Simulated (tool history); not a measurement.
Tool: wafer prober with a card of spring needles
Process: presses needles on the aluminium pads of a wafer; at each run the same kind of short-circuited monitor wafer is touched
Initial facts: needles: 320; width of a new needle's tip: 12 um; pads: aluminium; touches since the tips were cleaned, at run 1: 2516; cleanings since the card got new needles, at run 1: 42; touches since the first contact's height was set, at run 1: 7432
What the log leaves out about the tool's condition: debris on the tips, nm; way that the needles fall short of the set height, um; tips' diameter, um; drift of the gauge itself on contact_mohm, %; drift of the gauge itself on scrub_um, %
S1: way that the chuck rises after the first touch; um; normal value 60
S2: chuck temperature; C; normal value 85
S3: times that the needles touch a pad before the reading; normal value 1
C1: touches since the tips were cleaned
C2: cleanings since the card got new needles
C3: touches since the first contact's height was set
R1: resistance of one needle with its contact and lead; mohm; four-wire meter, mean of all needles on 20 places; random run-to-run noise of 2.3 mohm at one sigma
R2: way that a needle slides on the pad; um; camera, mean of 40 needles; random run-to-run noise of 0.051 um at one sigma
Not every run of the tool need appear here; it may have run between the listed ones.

| run | hour | S1 | S2 | S3 | C1 | C2 | C3 | R1 | R2 |
|---|---|---|---|---|---|---|---|---|---|
| 1 | 0 | 60 | 85 | 1 | 2516 | 42 | 7432 | 284 | 9.42 |
|  | 3.7 | tips cleaned on abrasive film |
|  | 12.5 | tips cleaned on abrasive film |
|  | 20.5 | tips cleaned on abrasive film |
| 2 | 20.5 | 41 | 85 | 1 | 0 | 45 | 18584 | 269 | 6.34 |
|  | 27.7 | tips cleaned on abrasive film |
|  | 36.5 | tips cleaned on abrasive film |
| 3 | 38 | 41 | 85 | 1 | 819 | 47 | 28156 | 293 | 6.25 |
|  | 45.1 | tips cleaned on abrasive film |
|  | 52.3 | tips cleaned on abrasive film |
|  | 61.2 | tips cleaned on abrasive film |
|  | 68.4 | tips cleaned on abrasive film |
| 4 | 71.7 | 41 | 85 | 1 | 1798 | 51 | 46547 | 322 | 6.27 |
|  | 77 | tips cleaned on abrasive film |
|  | 84.2 | tips cleaned on abrasive film |
|  | 91.4 | tips cleaned on abrasive film |
|  | 98.6 | tips cleaned on abrasive film |
| 5 | 102.7 | 41 | 85 | 1 | 2274 | 55 | 63502 | 329 | 6.12 |
|  | 106.4 | tips cleaned on abrasive film |
|  | 115.2 | tips cleaned on abrasive film |
|  | 124.1 | tips cleaned on abrasive film |
| 6 | 124.5 | 60 | 85 | 1 | 244 | 58 | 75379 | 272 | 9.08 |
|  | 131.7 | tips cleaned on abrasive film |
|  | 140.5 | tips cleaned on abrasive film |
|  | 147.7 | tips cleaned on abrasive film |
| 7 | 152.6 | 60 | 85 | 3 | 2665 | 61 | 90722 | 274 | 9.06 |
|  | 156.2 | tips cleaned on abrasive film |
|  | 163.4 | tips cleaned on abrasive film |
|  | 170.6 | tips cleaned on abrasive film |
|  | 177.9 | tips cleaned on abrasive film |
| 8 | 182.3 | 60 | 85 | 1 | 2456 | 65 | 106942 | 293 | 9.06 |
|  | 186 | tips cleaned on abrasive film |
|  | 195 | tips cleaned on abrasive film |
|  | 203.8 | tips cleaned on abrasive film |
|  | 212.7 | tips cleaned on abrasive film |
| 9 | 215.1 | 60 | 85 | 1 | 1309 | 69 | 124841 | 286 | 8.95 |
|  | 220.5 | tips cleaned on abrasive film |
|  | 229.5 | tips cleaned on abrasive film |
|  | 236.7 | tips cleaned on abrasive film |
|  | 243.9 | tips cleaned on abrasive film |
|  | 251.1 | tips cleaned on abrasive film |
| 10 | 251.2 | 60 | 85 | 1 | 64 | 74 | 144558 | 266 | 8.87 |
|  | 258.5 | tips cleaned on abrasive film |
|  | 267.4 | tips cleaned on abrasive film |
|  | 276.4 | tips cleaned on abrasive film |
|  | 285.4 | tips cleaned on abrasive film |
| 11 | 289.9 | 60 | 85 | 1 | 2503 | 78 | 165703 | 304 | 8.9 |
|  | 293.5 | tips cleaned on abrasive film |
|  | 302.4 | tips cleaned on abrasive film |
|  | 311.4 | tips cleaned on abrasive film |
|  | 311.7 | height of the first contact set anew |
| 12 | 314.7 | 60 | 85 | 1 | 1637 | 81 | 1637 | 293 | 8.48 |
|  | 320 | tips cleaned on abrasive film |
|  | 327.2 | tips cleaned on abrasive film |
|  | 334.5 | tips cleaned on abrasive film |
|  | 341.7 | tips cleaned on abrasive film |
|  | 350.7 | tips cleaned on abrasive film |
| 13 | 355.1 | 60 | 85 | 1 | 2429 | 86 | 23689 | 308 | 8.4 |
|  | 358.7 | tips cleaned on abrasive film |
|  | 367.7 | tips cleaned on abrasive film |
|  | 376.6 | tips cleaned on abrasive film |
|  | 383.8 | tips cleaned on abrasive film |
|  | 392.7 | tips cleaned on abrasive film |
| 14 | 393.9 | 43 | 77 | 2 | 635 | 91 | 44863 | 289 | 5.66 |
|  | 401.1 | tips cleaned on abrasive film |
|  | 409.9 | tips cleaned on abrasive film |
|  | 418.8 | tips cleaned on abrasive film |
|  | 427.6 | tips cleaned on abrasive film |
| 15 | 430.1 | 50 | 76 | 2 | 1378 | 95 | 64695 | 292 | 6.73 |
|  | 435.6 | tips cleaned on abrasive film |
|  | 444.6 | tips cleaned on abrasive film |
|  | 453.5 | tips cleaned on abrasive film |
|  | 462.3 | tips cleaned on abrasive film |
| 16 | 465.6 | 51 | 77 | 2 | 1807 | 99 | 84081 | 296 | 6.72 |
|  | 471 | tips cleaned on abrasive film |
|  | 479.9 | tips cleaned on abrasive film |
|  | 487.1 | tips cleaned on abrasive film |
|  | 494.4 | tips cleaned on abrasive film |
|  | 501.6 | tips cleaned on abrasive film |
| 17 | 505.9 | 51 | 77 | 2 | 2387 | 104 | 106077 | 309 | 6.77 |
|  | 509.5 | tips cleaned on abrasive film |
|  | 513.3 | height of the first contact set anew, once more |
|  | 518.8 | tips cleaned on abrasive film |
|  | 527.6 | tips cleaned on abrasive film |
|  | 536.5 | tips cleaned on abrasive film |
| 18 | 542.5 | 54 | 111 | 2 | 3323 | 108 | 15962 | 304 | 8.42 |
|  | 544.4 | tips cleaned on abrasive film |
|  | 551.6 | tips cleaned on abrasive film |
|  | 558.8 | tips cleaned on abrasive film |
|  | 567.8 | tips cleaned on abrasive film |
| 19 | 571.3 | 65 | 78 | 2 | 1917 | 112 | 31642 | 275 | 9.97 |
|  | 576.7 | tips cleaned on abrasive film |
|  | 583.9 | tips cleaned on abrasive film |
|  | 592.6 | tips cleaned on abrasive film |
| 20 | 599 | 68 | 42 | 2 | 3489 | 115 | 46781 | 274 | 10.53 |
|  | 600.8 | tips cleaned on abrasive film |
|  | 608 | tips cleaned on abrasive film |
|  | 617 | tips cleaned on abrasive film |
|  | 626 | tips cleaned on abrasive film |
| 21 | 631 | 41 | 75 | 1 | 2789 | 119 | 64285 | 359 | 6.09 |
|  | 634.7 | tips cleaned on abrasive film |
|  | 643.4 | tips cleaned on abrasive film |
|  | 650.6 | tips cleaned on abrasive film |
| 22 | 652.8 | 58 | 72 | 1 | 1222 | 122 | 76179 | 288 | 8.82 |
|  | 658.3 | tips cleaned on abrasive film |
|  | 667.1 | tips cleaned on abrasive film |
| 23 | 673 | 49 | 83 | 1 | 3252 | 124 | 87206 | 344 | 7.37 |
|  | 674.9 | tips cleaned on abrasive film |
|  | 683.9 | tips cleaned on abrasive film |
|  | 691.1 | tips cleaned on abrasive film |
|  | 700.1 | tips cleaned on abrasive film |
| 24 | 700.6 | 49 | 83 | 1 | 309 | 128 | 102263 | 281 | 7.35 |
|  | 707.8 | tips cleaned on abrasive film |
|  | 715 | tips cleaned on abrasive film |
|  | 722.3 | tips cleaned on abrasive film |
| 25 | 724.5 | 49 | 83 | 1 | 1228 | 131 | 115290 | 305 | 7.22 |
|  | 729.9 | tips cleaned on abrasive film |
|  | 738.7 | tips cleaned on abrasive film |
| 26 | 745.3 | 44 | 79 | 2 | 3614 | 133 | 126672 | 329 | 6.37 |

Predict each of these 4 candidate next runs independently; none follows another, all start after run 26:
|  | 747.2 | tips cleaned on abrasive film |
|  | 754.4 | tips cleaned on abrasive film |
|  | 763.4 | tips cleaned on abrasive film |
|  | 772.2 | tips cleaned on abrasive film |
| A | 775.1 | 60 | 49 | 1 | 1616 | 137 | 142949 | ? | ? |
|  | 747.2 | tips cleaned on abrasive film |
|  | 754.4 | tips cleaned on abrasive film |
|  | 763.4 | tips cleaned on abrasive film |
|  | 772.2 | tips cleaned on abrasive film |
| B | 775.1 | 58 | 67 | 3 | 1616 | 137 | 142949 | ? | ? |
|  | 747.2 | tips cleaned on abrasive film |
|  | 754.4 | tips cleaned on abrasive film |
|  | 763.4 | tips cleaned on abrasive film |
|  | 772.2 | tips cleaned on abrasive film |
| C | 775.1 | 50 | 79 | 1 | 1616 | 137 | 142949 | ? | ? |
|  | 747.2 | tips cleaned on abrasive film |
|  | 754.4 | tips cleaned on abrasive film |
|  | 763.4 | tips cleaned on abrasive film |
|  | 772.2 | tips cleaned on abrasive film |
| D | 775.1 | 66 | 79 | 2 | 1616 | 137 | 142949 | ? | ? |

| run | R1 | R2 |
|---|---|---|
| A | 292 | 8.82 |
| B | 273 | 8.52 |
| C | 314 | 7.26 |
| D | 278 | 9.86 |
Take away the tool's hidden state, keep each run's random variation, and the runs would have read:
| run | R1 | R2 |
|---|---|---|
| A | 249 | 9.35 |
| B | 254 | 9.05 |
| C | 257 | 7.8 |
| D | 255 | 10.4 |
